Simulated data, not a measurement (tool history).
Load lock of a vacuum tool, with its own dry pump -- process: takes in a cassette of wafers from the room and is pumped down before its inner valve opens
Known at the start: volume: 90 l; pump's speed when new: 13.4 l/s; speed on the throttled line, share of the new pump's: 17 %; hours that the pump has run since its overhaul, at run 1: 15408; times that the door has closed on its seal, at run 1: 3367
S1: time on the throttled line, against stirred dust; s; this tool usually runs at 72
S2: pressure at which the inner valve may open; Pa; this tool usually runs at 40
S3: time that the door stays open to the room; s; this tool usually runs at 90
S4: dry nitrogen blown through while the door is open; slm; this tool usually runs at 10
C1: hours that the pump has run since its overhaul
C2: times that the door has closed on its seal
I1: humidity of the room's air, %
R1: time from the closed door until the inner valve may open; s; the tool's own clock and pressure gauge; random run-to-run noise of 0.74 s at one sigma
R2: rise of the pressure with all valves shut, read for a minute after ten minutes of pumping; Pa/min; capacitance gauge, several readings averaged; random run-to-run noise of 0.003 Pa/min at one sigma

{"run": 1, "hour": 0.0, "S1": 72, "S2": 40, "S3": 90, "S4": 10, "C1": 15408, "C2": 3367, "I1": 45, "R1": 123.5, "R2": 0.038}
{"run": 2, "hour": 62.1, "S1": 72, "S2": 40, "S3": 90, "S4": 10, "C1": 15470, "C2": 3546, "I1": 43.2, "R1": 121.5, "R2": 0.036}
{"run": 3, "hour": 157.0, "S1": 72, "S2": 40, "S3": 90, "S4": 39, "C1": 15565, "C2": 3820, "I1": 44.9, "R1": 122.7, "R2": 0.027}
{"run": 4, "hour": 237.9, "S1": 72, "S2": 40, "S3": 90, "S4": 39, "C1": 15646, "C2": 4055, "I1": 42.9, "R1": 121.9, "R2": 0.026}
{"run": 5, "hour": 287.4, "S1": 72, "S2": 40, "S3": 90, "S4": 39, "C1": 15695, "C2": 4197, "I1": 43, "R1": 121.9, "R2": 0.029}
{"run": 6, "hour": 332.2, "S1": 72, "S2": 40, "S3": 90, "S4": 42, "C1": 15740, "C2": 4327, "I1": 45.9, "R1": 122.5, "R2": 0.029}
{"run": 7, "hour": 404.8, "S1": 72, "S2": 40, "S3": 90, "S4": 42, "C1": 15813, "C2": 4537, "I1": 45.6, "R1": 121.7, "R2": 0.026}
{"run": 8, "hour": 452.7, "S1": 42, "S2": 40, "S3": 90, "S4": 8, "C1": 15861, "C2": 4676, "I1": 45.1, "R1": 99.1, "R2": 0.051}
{"run": 9, "hour": 515.5, "S1": 46, "S2": 41, "S3": 131, "S4": 15, "C1": 15923, "C2": 4857, "I1": 45.7, "R1": 102.7, "R2": 0.045}
{"run": 10, "hour": 609.3, "S1": 46, "S2": 41, "S3": 131, "S4": 15, "C1": 16017, "C2": 5128, "I1": 41, "R1": 103.6, "R2": 0.046}

4 ways to go on from here, each from the tool as it stands after run 10. What would each give?
{"run": "A", "hour": 692.9, "S1": 72, "S2": 40, "S3": 30, "S4": 10, "C1": 16101, "C2": 5370, "I1": 43.1, "R1": "?", "R2": "?"}
{"run": "B", "hour": 692.9, "S1": 109, "S2": 40, "S3": 90, "S4": 10, "C1": 16101, "C2": 5370, "I1": 44.3, "R1": "?", "R2": "?"}
{"run": "C", "hour": 692.9, "S1": 56, "S2": 41, "S3": 131, "S4": 15, "C1": 16101, "C2": 5370, "I1": 43.3, "R1": "?", "R2": "?"}
{"run": "D", "hour": 692.9, "S1": 82, "S2": 40, "S3": 125, "S4": 44, "C1": 16101, "C2": 5370, "I1": 46.6, "R1": "?", "R2": "?"}

run=A R1=122.9 R2=0.031
run=B R1=154.5 R2=0.039
run=C R1=109.1 R2=0.052
run=D R1=131 R2=0.037
Take away the tool's hidden state, keep each run's random variation, and the runs would have read:
run=A R1=113 R2=0.019
run=B R1=146 R2=0.027
run=C R1=98.7 R2=0.04
run=D R1=121.5 R2=0.025

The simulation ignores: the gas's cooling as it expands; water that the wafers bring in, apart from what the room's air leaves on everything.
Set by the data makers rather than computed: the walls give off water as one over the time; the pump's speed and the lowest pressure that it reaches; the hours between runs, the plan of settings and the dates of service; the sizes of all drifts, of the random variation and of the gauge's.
